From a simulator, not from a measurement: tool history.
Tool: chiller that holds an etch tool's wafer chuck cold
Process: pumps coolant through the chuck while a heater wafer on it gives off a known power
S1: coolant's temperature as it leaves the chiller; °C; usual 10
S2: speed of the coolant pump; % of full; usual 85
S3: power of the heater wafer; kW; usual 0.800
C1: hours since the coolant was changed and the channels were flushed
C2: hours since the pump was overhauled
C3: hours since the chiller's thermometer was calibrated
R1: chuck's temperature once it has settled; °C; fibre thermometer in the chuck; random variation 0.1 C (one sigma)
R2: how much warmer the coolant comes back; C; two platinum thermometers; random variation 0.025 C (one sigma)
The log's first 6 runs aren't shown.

run 7 hour=273.3 | S1=3 S2=85 S3=0.800 | C1=368 C2=2895 C3=2482 | R1=11.6 R2=2.73
run 8 hour=316.6 | S1=3 S2=85 S3=0.800 | C1=411 C2=2938 C3=2526 | R1=11.4 R2=2.77
run 9 hour=347.1 | S1=5 S2=85 S3=0.800 | C1=442 C2=2968 C3=2556 | R1=13.2 R2=2.75
run 10 hour=390.2 | S1=5 S2=85 S3=0.800 | C1=485 C2=3012 C3=2599 | R1=13.5 R2=2.80
run 11 hour=436.7 | S1=5 S2=85 S3=0.800 | C1=531 C2=3058 C3=2646 | R1=13.4 R2=2.82
run 12 hour=472.9 | S1=10 S2=65 S3=0.800 | C1=567 C2=3094 C3=2682 | R1=20.1 R2=3.58
run 13 hour=520.9 | S1=10 S2=65 S3=0.800 | C1=615 C2=3142 C3=2730 | R1=20.0 R2=3.62
run 14 hour=561.2 | S1=10 S2=65 S3=0.800 | C1=656 C2=3183 C3=2770 | R1=20.0 R2=3.67
run 15 hour=593.7 | S1=10 S2=65 S3=0.800 | C1=688 C2=3215 C3=2803 | R1=20.3 R2=3.66
-- hour=601.8 gauge calibrated
run 16 hour=632.4 | S1=17 S2=85 S3=0.800 | C1=727 C2=3254 C3=2841 | R1=25.4 R2=2.58
run 17 hour=660.6 | S1=17 S2=85 S3=0.800 | C1=755 C2=3282 C3=2870 | R1=25.4 R2=2.57
run 18 hour=690.1 | S1=17 S2=85 S3=0.800 | C1=785 C2=3312 C3=2899 | R1=25.5 R2=2.56
run 19 hour=750.5 | S1=17 S2=85 S3=0.800 | C1=845 C2=3372 C3=2959 | R1=25.5 R2=2.69
run 20 hour=802.8 | S1=10 S2=76 S3=0.800 | C1=897 C2=3424 C3=3012 | R1=19.1 R2=2.97
run 21 hour=856.8 | S1=18 S2=67 S3=1.087 | C1=951 C2=3478 C3=3066 | R1=31.3 R2=4.54
run 22 hour=915.0 | S1=4 S2=85 S3=0.982 | C1=1010 C2=3536 C3=3124 | R1=14.5 R2=3.23
run 23 hour=944.2 | S1=10 S2=85 S3=1.143 | C1=1039 C2=3566 C3=3153 | R1=22.1 R2=3.85
run 24 hour=977.3 | S1=10 S2=85 S3=1.143 | C1=1072 C2=3599 C3=3186 | R1=22.2 R2=3.80
run 25 hour=1037.4 | S1=8 S2=75 S3=0.763 | C1=1132 C2=3659 C3=3246 | R1=16.8 R2=3.04
run 26 hour=1086.2 | S1=8 S2=75 S3=0.763 | C1=1181 C2=3708 C3=3295 | R1=16.6 R2=2.98
run 27 hour=1119.7 | S1=18 S2=85 S3=0.767 | C1=1214 C2=3741 C3=3329 | R1=26.2 R2=2.73
run 28 hour=1168.5 | S1=10 S2=85 S3=0.754 | C1=1263 C2=3790 C3=3378 | R1=17.9 R2=2.74
run 29 hour=1224.4 | S1=15 S2=79 S3=0.406 | C1=1319 C2=3846 C3=3433 | R1=19.5 R2=1.75
run 30 hour=1285.7 | S1=15 S2=79 S3=0.406 | C1=1380 C2=3907 C3=3495 | R1=19.3 R2=1.82
run 31 hour=1334.1 | S1=10 S2=85 S3=1.175 | C1=1429 C2=3955 C3=3543 | R1=22.4 R2=4.15

3 ways to go on from here, each from the tool as it stands after run 31. What would each give?
run A hour=1373.1 | S1=7 S2=64 S3=0.890 | C1=1468 C2=3995 C3=3582 | R1=? R2=?
run B hour=1373.1 | S1=10 S2=92 S3=0.566 | C1=1468 C2=3995 C3=3582 | R1=? R2=?
run C hour=1373.1 | S1=8 S2=85 S3=1.175 | C1=1468 C2=3995 C3=3582 | R1=? R2=?

run=A R1=18.2 R2=4.21
run=B R1=15.6 R2=2.12
run=C R1=20.5 R2=4.24
Without the tool's hidden state the same runs would have given:
run=A R1=18.2 R2=3.72
run=B R1=15.6 R2=1.63
run=C R1=20.4 R2=3.76
